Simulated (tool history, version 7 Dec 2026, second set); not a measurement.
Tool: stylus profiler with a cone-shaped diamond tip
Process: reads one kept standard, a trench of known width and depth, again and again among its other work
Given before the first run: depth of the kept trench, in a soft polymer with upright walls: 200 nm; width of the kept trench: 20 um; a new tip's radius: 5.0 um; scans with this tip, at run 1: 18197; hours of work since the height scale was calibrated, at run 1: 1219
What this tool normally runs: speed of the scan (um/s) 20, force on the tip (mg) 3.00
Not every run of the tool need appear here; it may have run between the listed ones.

run,day,speed of the scan (um/s),force on the tip (mg),scans with this tip,hours of work since the height scale was calibrated,depth of the trench (Å),width of the trench's floor (µm)
1,0.000,20,3.00,18197,1219,2027.1,17.13
2,0.729,20,3.00,18387,1232,2027.0,17.08
3,1.938,58,3.00,18702,1253,2027.2,17.08
4,2.729,58,3.00,18908,1267,2027.2,17.13
5,3.875,58,3.00,19207,1287,2026.7,17.09
6,4.621,20,3.00,19400,1300,2027.4,17.07
7,5.354,20,3.00,19591,1313,2026.9,17.10
8,6.208,20,3.00,19814,1327,2027.1,17.14
9,7.054,20,3.00,20034,1342,2027.0,17.16
10,7.925,12,3.00,20260,1357,2026.9,17.10
# day 8.250: new tip fitted, height scale calibrated
11,8.708,12,3.00,120,8,2027.2,17.20
12,9.654,20,3.00,366,24,2027.2,17.16
13,10.738,20,3.00,648,43,2026.5,17.14
14,11.317,20,2.85,799,53,2025.5,17.18
15,12.229,20,2.78,1037,69,2025.6,17.15
16,13.300,46,4.76,1315,88,2036.9,17.10
17,13.879,46,7.74,1465,98,2051.2,17.16
18,14.412,10,7.55,1605,107,2050.6,17.15
19,15.054,8,1.55,1772,119,2017.3,17.18
20,15.879,30,7.19,1986,133,2049.0,17.17
21,16.904,30,7.19,2253,151,2049.0,17.18

Run 22 has not been measured yet. What should we expect?
22,18.150,30,7.19,2577,173,?,?

{"run 22": {"depth of the trench (Å)": 2049.1, "width of the trench's floor (µm)": 17.17}}
Were there no unlogged condition in the tool, this run, its random variation unchanged, would have produced depth of the trench (Å) 2049.1, width of the trench's floor (µm) 17.18.
